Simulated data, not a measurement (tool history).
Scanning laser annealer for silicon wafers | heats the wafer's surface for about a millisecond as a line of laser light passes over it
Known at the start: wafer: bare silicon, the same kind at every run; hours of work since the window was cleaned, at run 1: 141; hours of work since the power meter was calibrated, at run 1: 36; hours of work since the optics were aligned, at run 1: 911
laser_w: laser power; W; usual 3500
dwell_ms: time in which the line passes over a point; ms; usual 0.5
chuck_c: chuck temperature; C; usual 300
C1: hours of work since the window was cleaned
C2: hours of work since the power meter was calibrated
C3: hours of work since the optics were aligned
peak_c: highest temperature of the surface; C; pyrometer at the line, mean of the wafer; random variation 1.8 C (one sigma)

{"run": 1, "hour": 0.0, "laser_w": 3500, "dwell_ms": 0.5, "chuck_c": 300, "C1": 141, "C2": 36, "C3": 911, "peak_c": 1052}
{"run": 2, "hour": 43.1, "laser_w": 3500, "dwell_ms": 0.5, "chuck_c": 300, "C1": 174, "C2": 70, "C3": 945, "peak_c": 1054}
{"run": 3, "hour": 69.9, "laser_w": 3500, "dwell_ms": 0.5, "chuck_c": 300, "C1": 195, "C2": 91, "C3": 966, "peak_c": 1049}
{"run": 4, "hour": 106.9, "laser_w": 3500, "dwell_ms": 0.5, "chuck_c": 300, "C1": 225, "C2": 120, "C3": 995, "peak_c": 1047}
{"run": 5, "hour": 132.8, "laser_w": 3500, "dwell_ms": 0.5, "chuck_c": 300, "C1": 245, "C2": 140, "C3": 1016, "peak_c": 1049}
{"run": 6, "hour": 158.3, "laser_w": 3500, "dwell_ms": 0.5, "chuck_c": 303, "C1": 265, "C2": 160, "C3": 1036, "peak_c": 1051}
{"run": 7, "hour": 189.5, "laser_w": 3500, "dwell_ms": 0.5, "chuck_c": 303, "C1": 289, "C2": 185, "C3": 1060, "peak_c": 1053}
{"run": 8, "hour": 216.2, "laser_w": 3500, "dwell_ms": 0.5, "chuck_c": 303, "C1": 310, "C2": 206, "C3": 1081, "peak_c": 1048}
{"run": 9, "hour": 246.0, "laser_w": 3500, "dwell_ms": 0.5, "chuck_c": 303, "C1": 334, "C2": 229, "C3": 1104, "peak_c": 1046}
{"run": 10, "hour": 274.6, "laser_w": 3500, "dwell_ms": 0.5, "chuck_c": 300, "C1": 356, "C2": 251, "C3": 1127, "peak_c": 1047}
{"run": 11, "hour": 295.7, "laser_w": 3500, "dwell_ms": 0.5, "chuck_c": 300, "C1": 373, "C2": 268, "C3": 1143, "peak_c": 1044}
{"run": 12, "hour": 338.7, "laser_w": 3500, "dwell_ms": 0.5, "chuck_c": 261, "C1": 406, "C2": 302, "C3": 1177, "peak_c": 1000}
{"run": 13, "hour": 369.9, "laser_w": 3500, "dwell_ms": 0.5, "chuck_c": 261, "C1": 431, "C2": 326, "C3": 1202, "peak_c": 1000}
{"run": 14, "hour": 388.7, "laser_w": 3500, "dwell_ms": 0.5, "chuck_c": 261, "C1": 446, "C2": 341, "C3": 1216, "peak_c": 1002}
{"run": 15, "hour": 408.4, "laser_w": 3500, "dwell_ms": 0.5, "chuck_c": 261, "C1": 461, "C2": 356, "C3": 1232, "peak_c": 999}
{"run": 16, "hour": 435.9, "laser_w": 3500, "dwell_ms": 0.5, "chuck_c": 261, "C1": 483, "C2": 378, "C3": 1253, "peak_c": 1001}
{"run": 17, "hour": 459.3, "laser_w": 3500, "dwell_ms": 0.5, "chuck_c": 261, "C1": 501, "C2": 396, "C3": 1272, "peak_c": 998}
{"run": 18, "hour": 478.1, "laser_w": 3500, "dwell_ms": 0.5, "chuck_c": 317, "C1": 516, "C2": 411, "C3": 1287, "peak_c": 1056}
{"run": 19, "hour": 497.5, "laser_w": 3500, "dwell_ms": 0.5, "chuck_c": 317, "C1": 531, "C2": 426, "C3": 1302, "peak_c": 1054}
{"run": 20, "hour": 536.9, "laser_w": 3500, "dwell_ms": 0.5, "chuck_c": 317, "C1": 562, "C2": 457, "C3": 1333, "peak_c": 1053}
{"run": 21, "hour": 563.3, "laser_w": 3585, "dwell_ms": 0.502, "chuck_c": 296, "C1": 583, "C2": 478, "C3": 1353, "peak_c": 1058}
{"run": 22, "hour": 586.2, "laser_w": 2984, "dwell_ms": 0.447, "chuck_c": 334, "C1": 601, "C2": 496, "C3": 1371, "peak_c": 902}
{"run": 23, "hour": 625.9, "laser_w": 2984, "dwell_ms": 0.447, "chuck_c": 334, "C1": 632, "C2": 527, "C3": 1403, "peak_c": 900}
{"run": 24, "hour": 647.1, "laser_w": 2984, "dwell_ms": 0.569, "chuck_c": 334, "C1": 648, "C2": 544, "C3": 1419, "peak_c": 974}
{"run": 25, "hour": 681.5, "laser_w": 3528, "dwell_ms": 0.494, "chuck_c": 301, "C1": 675, "C2": 571, "C3": 1446, "peak_c": 1034}
{"run": 26, "hour": 701.2, "laser_w": 3320, "dwell_ms": 0.561, "chuck_c": 301, "C1": 691, "C2": 586, "C3": 1462, "peak_c": 1028}
{"run": 27, "hour": 734.0, "laser_w": 3844, "dwell_ms": 0.384, "chuck_c": 323, "C1": 717, "C2": 612, "C3": 1487, "peak_c": 1039}
{"run": 28, "hour": 761.1, "laser_w": 3031, "dwell_ms": 0.384, "chuck_c": 323, "C1": 738, "C2": 633, "C3": 1509, "peak_c": 854}
{"run": 29, "hour": 790.6, "laser_w": 3529, "dwell_ms": 0.53, "chuck_c": 289, "C1": 761, "C2": 656, "C3": 1532, "peak_c": 1045}
{"run": 30, "hour": 819.1, "laser_w": 3365, "dwell_ms": 0.43, "chuck_c": 304, "C1": 783, "C2": 679, "C3": 1554, "peak_c": 942}
{"run": 31, "hour": 841.2, "laser_w": 3149, "dwell_ms": 0.559, "chuck_c": 300, "C1": 801, "C2": 696, "C3": 1571, "peak_c": 971}
{"hour": 874.6, "done": "window over the wafer cleaned"}
{"run": 32, "hour": 876.2, "laser_w": 3370, "dwell_ms": 0.496, "chuck_c": 300, "C1": 1, "C2": 722, "C3": 1597, "peak_c": 1006}
{"run": 33, "hour": 903.8, "laser_w": 3128, "dwell_ms": 0.478, "chuck_c": 315, "C1": 23, "C2": 744, "C3": 1619, "peak_c": 946}
{"run": 34, "hour": 944.7, "laser_w": 3128, "dwell_ms": 0.478, "chuck_c": 315, "C1": 55, "C2": 776, "C3": 1651, "peak_c": 945}
{"run": 35, "hour": 974.5, "laser_w": 3397, "dwell_ms": 0.369, "chuck_c": 315, "C1": 78, "C2": 799, "C3": 1675, "peak_c": 927}
{"run": 36, "hour": 1002.5, "laser_w": 3704, "dwell_ms": 0.5, "chuck_c": 300, "C1": 100, "C2": 821, "C3": 1696, "peak_c": 1092}
{"hour": 1026.7, "done": "optics aligned, line set to its width"}
{"run": 37, "hour": 1028.5, "laser_w": 3588, "dwell_ms": 0.5, "chuck_c": 272, "C1": 117, "C2": 837, "C3": 1, "peak_c": 1062}
{"run": 38, "hour": 1068.1, "laser_w": 3588, "dwell_ms": 0.509, "chuck_c": 335, "C1": 148, "C2": 869, "C3": 33, "peak_c": 1128}

3 ways to go on from here, each from the tool as it stands after run 38. What would each give?
{"run": "A", "hour": 1105.0, "laser_w": 3499, "dwell_ms": 0.569, "chuck_c": 335, "C1": 177, "C2": 898, "C3": 62, "peak_c": "?"}
{"run": "B", "hour": 1105.0, "laser_w": 3588, "dwell_ms": 0.509, "chuck_c": 329, "C1": 177, "C2": 898, "C3": 62, "peak_c": "?"}
{"run": "C", "hour": 1105.0, "laser_w": 3503, "dwell_ms": 0.5, "chuck_c": 300, "C1": 177, "C2": 898, "C3": 62, "peak_c": "?"}

run=A peak_c=1143
run=B peak_c=1121
run=C peak_c=1059
Without the tool's hidden state the same runs would have given:
run=A peak_c=1155
run=B peak_c=1133
run=C peak_c=1070
